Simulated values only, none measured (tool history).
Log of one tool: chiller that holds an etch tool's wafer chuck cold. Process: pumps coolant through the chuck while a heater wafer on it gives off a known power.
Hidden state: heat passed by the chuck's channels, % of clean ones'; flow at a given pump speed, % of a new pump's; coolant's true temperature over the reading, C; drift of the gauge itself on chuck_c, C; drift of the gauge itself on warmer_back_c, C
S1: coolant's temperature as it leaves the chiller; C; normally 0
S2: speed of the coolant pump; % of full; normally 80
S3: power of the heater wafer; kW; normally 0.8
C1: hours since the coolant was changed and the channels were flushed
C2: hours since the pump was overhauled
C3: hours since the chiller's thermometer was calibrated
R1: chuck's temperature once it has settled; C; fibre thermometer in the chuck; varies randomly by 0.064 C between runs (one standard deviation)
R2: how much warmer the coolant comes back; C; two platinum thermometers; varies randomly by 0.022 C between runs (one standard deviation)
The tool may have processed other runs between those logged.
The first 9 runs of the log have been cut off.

{"hour": 1328.2, "done": "chiller's thermometer calibrated, once more"}
{"run": 10, "hour": 1411.4, "S1": 0, "S2": 69, "S3": 0.8, "C1": 4833, "C2": 8272, "C3": 83, "R1": 6.8, "R2": 2.88}
{"run": 11, "hour": 1544.6, "S1": 0, "S2": 69, "S3": 0.8, "C1": 4966, "C2": 8405, "C3": 216, "R1": 6.79, "R2": 2.88}
{"run": 12, "hour": 1653.4, "S1": 0, "S2": 77, "S3": 0.8, "C1": 5075, "C2": 8514, "C3": 325, "R1": 6.3, "R2": 2.58}
{"run": 13, "hour": 1775.9, "S1": 0, "S2": 77, "S3": 0.8, "C1": 5198, "C2": 8636, "C3": 448, "R1": 6.35, "R2": 2.6}
{"run": 14, "hour": 1984.7, "S1": 10, "S2": 77, "S3": 0.8, "C1": 5406, "C2": 8845, "C3": 657, "R1": 16.45, "R2": 2.58}
{"run": 15, "hour": 2073.6, "S1": 0, "S2": 80, "S3": 1.15, "C1": 5495, "C2": 8934, "C3": 745, "R1": 8.98, "R2": 3.55}
{"run": 16, "hour": 2201.1, "S1": 0, "S2": 80, "S3": 0.8, "C1": 5623, "C2": 9061, "C3": 873, "R1": 6.24, "R2": 2.52}
{"run": 17, "hour": 2353.0, "S1": 0, "S2": 80, "S3": 0.8, "C1": 5775, "C2": 9213, "C3": 1025, "R1": 6.25, "R2": 2.5}
{"run": 18, "hour": 2470.1, "S1": -7, "S2": 70, "S3": 0.8, "C1": 5892, "C2": 9330, "C3": 1142, "R1": 0.07, "R2": 2.89}
{"run": 19, "hour": 2636.8, "S1": 3, "S2": 80, "S3": 0.973, "C1": 6058, "C2": 9497, "C3": 1309, "R1": 10.72, "R2": 3.06}
{"run": 20, "hour": 2803.3, "S1": 3, "S2": 80, "S3": 0.973, "C1": 6225, "C2": 9664, "C3": 1475, "R1": 10.78, "R2": 3.09}
{"run": 21, "hour": 2976.3, "S1": 0, "S2": 80, "S3": 0.627, "C1": 6398, "C2": 9837, "C3": 1648, "R1": 5.09, "R2": 1.99}
{"hour": 3050.8, "done": "coolant pump overhauled"}
{"hour": 3105.4, "done": "coolant changed, channels flushed"}
{"run": 22, "hour": 3176.2, "S1": 0, "S2": 84, "S3": 0.753, "C1": 71, "C2": 119, "C3": 1837, "R1": 4.7, "R2": 1.9}
{"run": 23, "hour": 3266.4, "S1": 8, "S2": 67, "S3": 0.753, "C1": 161, "C2": 210, "C3": 1927, "R1": 13.74, "R2": 2.38}
{"run": 24, "hour": 3426.7, "S1": 1, "S2": 80, "S3": 0.454, "C1": 321, "C2": 370, "C3": 2088, "R1": 3.9, "R2": 1.21}
{"run": 25, "hour": 3539.3, "S1": 0, "S2": 81, "S3": 0.453, "C1": 434, "C2": 483, "C3": 2200, "R1": 3.05, "R2": 1.2}
{"run": 26, "hour": 3646.6, "S1": -7, "S2": 94, "S3": 0.439, "C1": 541, "C2": 590, "C3": 2307, "R1": -4.46, "R2": 1.02}
{"run": 27, "hour": 3776.7, "S1": -7, "S2": 94, "S3": 0.439, "C1": 671, "C2": 720, "C3": 2438, "R1": -4.37, "R2": 1.01}
{"run": 28, "hour": 3910.6, "S1": -7, "S2": 94, "S3": 1.053, "C1": 805, "C2": 854, "C3": 2571, "R1": -0.89, "R2": 2.36}
{"run": 29, "hour": 4007.4, "S1": 8, "S2": 99, "S3": 0.8, "C1": 902, "C2": 951, "C3": 2668, "R1": 12.56, "R2": 1.73}
{"run": 30, "hour": 4129.8, "S1": 3, "S2": 92, "S3": 0.58, "C1": 1024, "C2": 1073, "C3": 2791, "R1": 6.49, "R2": 1.33}
{"run": 31, "hour": 4293.6, "S1": 7, "S2": 65, "S3": 0.614, "C1": 1188, "C2": 1237, "C3": 2954, "R1": 11.9, "R2": 2.09}
{"run": 32, "hour": 4400.7, "S1": 7, "S2": 76, "S3": 1.152, "C1": 1295, "C2": 1344, "C3": 3062, "R1": 15.1, "R2": 3.32}
{"run": 33, "hour": 4495.5, "S1": -3, "S2": 80, "S3": 0.8, "C1": 1390, "C2": 1439, "C3": 3156, "R1": 2.5, "R2": 2.19}

Each row is a separate what-if for the run after 33, all from the same tool condition, not one after another. Results?
{"run": "A", "hour": 4658.4, "S1": -7, "S2": 63, "S3": 0.453, "C1": 1553, "C2": 1602, "C3": 3319, "R1": "?", "R2": "?"}
{"run": "B", "hour": 4658.4, "S1": 10, "S2": 80, "S3": 0.8, "C1": 1553, "C2": 1602, "C3": 3319, "R1": "?", "R2": "?"}
{"run": "C", "hour": 4658.4, "S1": -3, "S2": 61, "S3": 0.879, "C1": 1553, "C2": 1602, "C3": 3319, "R1": "?", "R2": "?"}

run=A R1=-3.11 R2=1.58
run=B R1=15.38 R2=2.17
run=C R1=4.43 R2=3.19
The same runs, with their run-to-run variation unchanged, on a tool lacking any hidden condition would have given:
run=A R1=-3.41 R2=1.54
run=B R1=15.01 R2=2.11
run=C R1=3.98 R2=3.1
